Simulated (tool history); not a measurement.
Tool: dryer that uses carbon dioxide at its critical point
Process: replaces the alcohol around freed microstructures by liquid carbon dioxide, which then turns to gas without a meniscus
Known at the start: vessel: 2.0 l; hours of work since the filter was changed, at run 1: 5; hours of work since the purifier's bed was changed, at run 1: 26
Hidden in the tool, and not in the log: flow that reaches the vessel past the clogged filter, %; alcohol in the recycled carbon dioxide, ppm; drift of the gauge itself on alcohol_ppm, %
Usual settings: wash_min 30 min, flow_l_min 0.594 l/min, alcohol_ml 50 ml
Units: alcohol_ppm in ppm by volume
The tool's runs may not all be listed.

run   hour  wash_min  flow_l_min  alcohol_ml  hours of work since the filter was changed  hours of work since the purifier's bed was changed  alcohol_ppm
  1      0        30       0.594          50                                           5                                                  26           57
  2    7.8        30       0.594          50                                           9                                                  31           49
  3   15.3        30       0.594          50                                          13                                                  35           42
  4   22.9        30       0.594          50                                          17                                                  39           46
  5   29.9        30       0.594          50                                          21                                                  43           57
  6     36        30       0.594          50                                          25                                                  46           45
  7   46.3        30       0.594          50                                          30                                                  52           68
  8   54.7        30       0.594         115                                          35                                                  56          122
  9   65.3        30       0.594         115                                          41                                                  62          120
 10   71.3        30       0.594         115                                          44                                                  65          127
 11   76.7        30       0.522          94                                          47                                                  68          213
 12   87.2        31       0.594          45                                          53                                                  74           44
 13   98.3        31       0.491          86                                          59                                                  80          241
 14  108.5        21       0.491          42                                          64                                                  86          639
 15  116.7        21       0.491          42                                          69                                                  90          611

Forecast each of these 3 alternatives for the next run:
  A  127.1        18       0.515          50                                          74                                                  96            ?
  B  127.1        30       0.594          51                                          74                                                  96            ?
  C  127.1        21       0.491         109                                          74                                                  96            ?

run  alcohol_ppm
  A         1085
  B           82
  C         1657
Without the tool's hidden state the same runs would have given:
run  alcohol_ppm
  A          890
  B           46
  C         1338
